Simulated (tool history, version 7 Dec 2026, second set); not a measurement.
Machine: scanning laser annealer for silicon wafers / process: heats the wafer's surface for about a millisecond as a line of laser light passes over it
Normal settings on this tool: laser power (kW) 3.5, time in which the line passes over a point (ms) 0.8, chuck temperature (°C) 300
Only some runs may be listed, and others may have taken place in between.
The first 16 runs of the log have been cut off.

run   hour  laser power (kW)  time in which the line passes over a point (ms)  chuck temperature (°C)  hours of work since the window was cleaned  hours of work since the power meter was calibrated  hours of work since the optics were aligned  highest temperature of the surface (°C)
 17  300.2               3.5                                              0.8                     283                                         553                                                 296                                          623                                     1127
 18  312.5               3.5                                            0.995                     300                                         561                                                 304                                          631                                     1243
 19  327.5               3.5                                            0.995                     300                                         571                                                 314                                          641                                     1243
 20  341.7             3.291                                            0.791                     304                                         581                                                 324                                          651                                     1088
 21  362.4             3.777                                             0.58                     262                                         595                                                 337                                          665                                     1044
 22  378.6             3.179                                            0.822                     300                                         605                                                 348                                          675                                     1064
 23  396.2             3.416                                            0.931                     271                                         617                                                 360                                          687                                     1158
 24  414.6             3.416                                            0.931                     271                                         629                                                 372                                          699                                     1152
 25  436.5               3.5                                             0.77                     300                                         644                                                 387                                          714                                     1126

Run 26 is up next; what results do you expect?
 26  449.4               3.5                                             0.77                     300                                         653                                                 395                                          723                                        ?

Run 26 gave highest temperature of the surface (°C) 1126.
With no hidden state in the tool, this same run would have given highest temperature of the surface (°C) 1128.

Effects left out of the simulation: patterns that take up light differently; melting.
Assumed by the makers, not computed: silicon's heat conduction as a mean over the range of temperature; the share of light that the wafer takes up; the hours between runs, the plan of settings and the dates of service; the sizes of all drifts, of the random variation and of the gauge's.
